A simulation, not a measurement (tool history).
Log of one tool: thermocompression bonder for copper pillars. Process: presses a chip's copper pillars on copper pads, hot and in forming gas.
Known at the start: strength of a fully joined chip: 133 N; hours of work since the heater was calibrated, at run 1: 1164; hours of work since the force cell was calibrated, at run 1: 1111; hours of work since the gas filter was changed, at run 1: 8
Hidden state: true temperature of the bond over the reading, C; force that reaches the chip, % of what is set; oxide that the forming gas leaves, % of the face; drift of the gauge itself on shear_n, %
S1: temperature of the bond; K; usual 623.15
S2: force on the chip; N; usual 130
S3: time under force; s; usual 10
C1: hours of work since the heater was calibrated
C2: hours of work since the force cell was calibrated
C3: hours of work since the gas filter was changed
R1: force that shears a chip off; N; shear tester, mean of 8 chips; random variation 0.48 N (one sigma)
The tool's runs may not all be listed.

{"run": 1, "hour": 0.0, "S1": 623.15, "S2": 130, "S3": 10, "C1": 1164, "C2": 1111, "C3": 8, "R1": 58.5}
{"hour": 31.4, "done": "heater calibrated with a thermocouple chip"}
{"run": 2, "hour": 41.3, "S1": 623.15, "S2": 107, "S3": 10, "C1": 5, "C2": 1133, "C3": 30, "R1": 52.8}
{"run": 3, "hour": 131.1, "S1": 623.15, "S2": 130, "S3": 10, "C1": 55, "C2": 1183, "C3": 80, "R1": 58.4}
{"hour": 180.4, "done": "force cell calibrated"}
{"run": 4, "hour": 197.7, "S1": 623.15, "S2": 130, "S3": 10, "C1": 91, "C2": 10, "C3": 116, "R1": 57.8}
{"run": 5, "hour": 237.3, "S1": 623.15, "S2": 130, "S3": 10, "C1": 113, "C2": 32, "C3": 138, "R1": 58.3}
{"run": 6, "hour": 310.7, "S1": 623.15, "S2": 130, "S3": 20, "C1": 154, "C2": 72, "C3": 178, "R1": 73.9}
{"run": 7, "hour": 382.7, "S1": 623.15, "S2": 130, "S3": 20, "C1": 194, "C2": 112, "C3": 218, "R1": 74.6}
{"run": 8, "hour": 466.4, "S1": 613.15, "S2": 130, "S3": 10, "C1": 240, "C2": 158, "C3": 265, "R1": 51.9}
{"hour": 546.6, "done": "forming gas filter changed"}
{"run": 9, "hour": 556.0, "S1": 623.15, "S2": 130, "S3": 10, "C1": 289, "C2": 208, "C3": 5, "R1": 58.3}
{"run": 10, "hour": 604.9, "S1": 623.15, "S2": 130, "S3": 10, "C1": 317, "C2": 235, "C3": 32, "R1": 57.2}
{"run": 11, "hour": 665.6, "S1": 623.15, "S2": 130, "S3": 10, "C1": 350, "C2": 269, "C3": 66, "R1": 58.5}
{"run": 12, "hour": 732.4, "S1": 623.15, "S2": 130, "S3": 10, "C1": 387, "C2": 306, "C3": 103, "R1": 58.3}
{"run": 13, "hour": 775.0, "S1": 618.15, "S2": 135, "S3": 8, "C1": 411, "C2": 329, "C3": 127, "R1": 51.8}
{"run": 14, "hour": 861.6, "S1": 618.15, "S2": 135, "S3": 8, "C1": 459, "C2": 377, "C3": 175, "R1": 52.1}
{"run": 15, "hour": 916.8, "S1": 618.15, "S2": 135, "S3": 8, "C1": 489, "C2": 408, "C3": 205, "R1": 51.8}
{"run": 16, "hour": 1008.6, "S1": 616.15, "S2": 192, "S3": 9, "C1": 540, "C2": 459, "C3": 256, "R1": 63.6}
{"run": 17, "hour": 1071.7, "S1": 594.15, "S2": 130, "S3": 6, "C1": 575, "C2": 493, "C3": 291, "R1": 33.9}
{"hour": 1099.9, "done": "forming gas filter changed"}
{"run": 18, "hour": 1130.6, "S1": 623.15, "S2": 148, "S3": 10, "C1": 607, "C2": 526, "C3": 17, "R1": 61.8}
{"run": 19, "hour": 1209.1, "S1": 623.15, "S2": 130, "S3": 7, "C1": 651, "C2": 569, "C3": 61, "R1": 50.5}
{"run": 20, "hour": 1250.7, "S1": 615.15, "S2": 110, "S3": 9, "C1": 674, "C2": 592, "C3": 84, "R1": 46.2}
{"run": 21, "hour": 1330.4, "S1": 623.15, "S2": 107, "S3": 10, "C1": 718, "C2": 637, "C3": 128, "R1": 52.5}
{"run": 22, "hour": 1397.8, "S1": 623.15, "S2": 99, "S3": 19, "C1": 756, "C2": 674, "C3": 165, "R1": 63.4}
{"run": 23, "hour": 1436.9, "S1": 623.15, "S2": 99, "S3": 19, "C1": 777, "C2": 696, "C3": 187, "R1": 63.3}
{"run": 24, "hour": 1517.7, "S1": 623.15, "S2": 130, "S3": 15, "C1": 822, "C2": 740, "C3": 231, "R1": 67.3}

5 ways to go on from here, each from the tool as it stands after run 24. What would each give?
{"run": "A", "hour": 1600.3, "S1": 623.15, "S2": 130, "S3": 6, "C1": 868, "C2": 786, "C3": 277, "R1": "?"}
{"run": "B", "hour": 1600.3, "S1": 608.15, "S2": 130, "S3": 6, "C1": 868, "C2": 786, "C3": 277, "R1": "?"}
{"run": "C", "hour": 1600.3, "S1": 623.15, "S2": 98, "S3": 8, "C1": 868, "C2": 786, "C3": 277, "R1": "?"}
{"run": "D", "hour": 1600.3, "S1": 623.15, "S2": 133, "S3": 11, "C1": 868, "C2": 786, "C3": 277, "R1": "?"}
{"run": "E", "hour": 1600.3, "S1": 646.15, "S2": 130, "S3": 10, "C1": 868, "C2": 786, "C3": 277, "R1": "?"}

run=A R1=48.3
run=B R1=40.5
run=C R1=45.3
run=D R1=61.4
run=E R1=72.4
Without the tool's hidden state the same runs would have given:
run=A R1=48.5
run=B R1=40.8
run=C R1=45.6
run=D R1=61.8
run=E R1=72.8

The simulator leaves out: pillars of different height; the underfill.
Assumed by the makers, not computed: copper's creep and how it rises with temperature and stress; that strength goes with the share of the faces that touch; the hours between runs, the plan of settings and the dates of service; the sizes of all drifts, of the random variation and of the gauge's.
